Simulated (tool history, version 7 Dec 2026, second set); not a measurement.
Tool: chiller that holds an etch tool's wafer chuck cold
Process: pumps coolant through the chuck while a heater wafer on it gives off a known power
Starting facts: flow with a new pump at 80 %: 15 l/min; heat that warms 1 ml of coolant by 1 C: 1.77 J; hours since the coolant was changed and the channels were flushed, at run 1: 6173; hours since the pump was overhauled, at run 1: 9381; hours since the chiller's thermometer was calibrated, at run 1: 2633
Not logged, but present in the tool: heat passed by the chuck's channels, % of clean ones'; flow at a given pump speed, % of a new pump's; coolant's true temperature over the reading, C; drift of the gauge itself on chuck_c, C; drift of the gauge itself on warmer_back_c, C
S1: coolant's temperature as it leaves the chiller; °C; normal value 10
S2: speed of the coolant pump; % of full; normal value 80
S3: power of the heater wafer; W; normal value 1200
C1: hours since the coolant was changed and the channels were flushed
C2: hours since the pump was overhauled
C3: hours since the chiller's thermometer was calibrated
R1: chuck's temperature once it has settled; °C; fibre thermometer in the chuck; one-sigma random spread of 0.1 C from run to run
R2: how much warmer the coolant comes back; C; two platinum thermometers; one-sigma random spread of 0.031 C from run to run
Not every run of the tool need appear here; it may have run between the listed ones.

run 1 day=0.000 | S1=10 S2=80 S3=1200 | C1=6173 C2=9381 C3=2633 | R1=25.8 R2=3.01
run 2 day=5.596 | S1=10 S2=80 S3=1200 | C1=6307 C2=9515 C3=2768 | R1=25.9 R2=3.04
run 3 day=10.208 | S1=10 S2=80 S3=1200 | C1=6418 C2=9626 C3=2878 | R1=26.0 R2=3.08
run 4 day=17.454 | S1=10 S2=80 S3=1200 | C1=6592 C2=9800 C3=3052 | R1=25.7 R2=3.09
run 5 day=24.092 | S1=10 S2=80 S3=1200 | C1=6751 C2=9959 C3=3212 | R1=26.0 R2=3.02
run 6 day=30.362 | S1=10 S2=100 S3=1200 | C1=6902 C2=10110 C3=3362 | R1=23.2 R2=2.36
run 7 day=35.954 | S1=10 S2=80 S3=1200 | C1=7036 C2=10244 C3=3496 | R1=26.0 R2=3.08
-- day=42.058 coolant changed, channels flushed
run 8 day=43.788 | S1=10 S2=80 S3=1200 | C1=41 C2=10426 C3=3678 | R1=24.4 R2=3.06
run 9 day=51.108 | S1=3 S2=80 S3=1200 | C1=217 C2=10602 C3=3854 | R1=17.6 R2=3.13
run 10 day=58.621 | S1=3 S2=80 S3=1377 | C1=397 C2=10782 C3=4034 | R1=19.9 R2=3.58
run 11 day=64.012 | S1=10 S2=69 S3=1200 | C1=527 C2=10911 C3=4164 | R1=26.7 R2=3.61
run 12 day=72.600 | S1=10 S2=69 S3=1200 | C1=733 C2=11118 C3=4370 | R1=26.6 R2=3.66
run 13 day=79.129 | S1=10 S2=65 S3=1200 | C1=890 C2=11274 C3=4526 | R1=27.7 R2=3.94
-- day=79.883 coolant pump overhauled
run 14 day=87.946 | S1=10 S2=65 S3=1200 | C1=1096 C2=194 C3=4733 | R1=28.7 R2=4.20
run 15 day=97.508 | S1=10 S2=80 S3=868 | C1=1326 C2=423 C3=4963 | R1=21.0 R2=2.42
run 16 day=107.358 | S1=10 S2=80 S3=868 | C1=1562 C2=659 C3=5199 | R1=21.0 R2=2.46
-- day=109.100 coolant pump overhauled, once more
run 17 day=115.096 | S1=10 S2=80 S3=868 | C1=1743 C2=144 C3=5380 | R1=19.6 R2=1.94
run 18 day=120.688 | S1=10 S2=80 S3=1046 | C1=1877 C2=278 C3=5514 | R1=21.6 R2=2.39
run 19 day=127.146 | S1=10 S2=80 S3=1046 | C1=2032 C2=433 C3=5669 | R1=21.4 R2=2.36
run 20 day=132.238 | S1=10 S2=80 S3=1046 | C1=2154 C2=555 C3=5791 | R1=21.5 R2=2.39
-- day=134.779 chiller's thermometer calibrated
run 21 day=140.888 | S1=11 S2=80 S3=1280 | C1=2361 C2=762 C3=147 | R1=26.1 R2=2.92
run 22 day=149.450 | S1=11 S2=80 S3=1280 | C1=2566 C2=967 C3=352 | R1=26.3 R2=2.90
run 23 day=154.238 | S1=10 S2=85 S3=1280 | C1=2681 C2=1082 C3=467 | R1=24.6 R2=2.76
run 24 day=158.525 | S1=16 S2=66 S3=1200 | C1=2784 C2=1185 C3=570 | R1=32.8 R2=3.43
run 25 day=166.533 | S1=16 S2=66 S3=1200 | C1=2976 C2=1377 C3=762 | R1=32.9 R2=3.40
run 26 day=176.146 | S1=16 S2=66 S3=1200 | C1=3207 C2=1608 C3=993 | R1=32.9 R2=3.41
run 27 day=185.296 | S1=16 S2=66 S3=1200 | C1=3427 C2=1828 C3=1212 | R1=33.1 R2=3.38
run 28 day=194.150 | S1=13 S2=91 S3=644 | C1=3639 C2=2040 C3=1425 | R1=20.1 R2=1.28
run 29 day=203.438 | S1=10 S2=77 S3=846 | C1=3862 C2=2263 C3=1648 | R1=20.6 R2=2.04
run 30 day=207.667 | S1=10 S2=77 S3=846 | C1=3964 C2=2365 C3=1749 | R1=20.5 R2=2.07
run 31 day=217.312 | S1=10 S2=77 S3=846 | C1=4195 C2=2596 C3=1981 | R1=20.6 R2=2.13

For some of the steps in R1 from one run to the next: how much would appear even if the tool had no hidden state, given the settings, what came in and random variation, and how much remains for the hidden state plus any gauge scatter that the measured result and the result without hidden state don't share?
Run 7 -> 8: coolant changed, channels flushed. R1 -1.6 °C: hidden state -1.4, all else -0.2.
Run 14 -> 15: S2 65 -> 80, S3 1200 -> 868. R1 -7.7 °C: hidden state -1.1, all else -6.6.
Run 16 -> 17: coolant pump overhauled, once more. R1 -1.4 °C: hidden state -1.7, all else +0.3.
Run 23 -> 24: S1 10 -> 16, S2 85 -> 66, S3 1280 -> 1200. R1 +8.2 °C: hidden state +0.1, all else +8.1.
Run 27 -> 28: S1 16 -> 13, S2 66 -> 91, S3 1200 -> 644. R1 -13.0 °C: hidden state -0.6, all else -12.4.
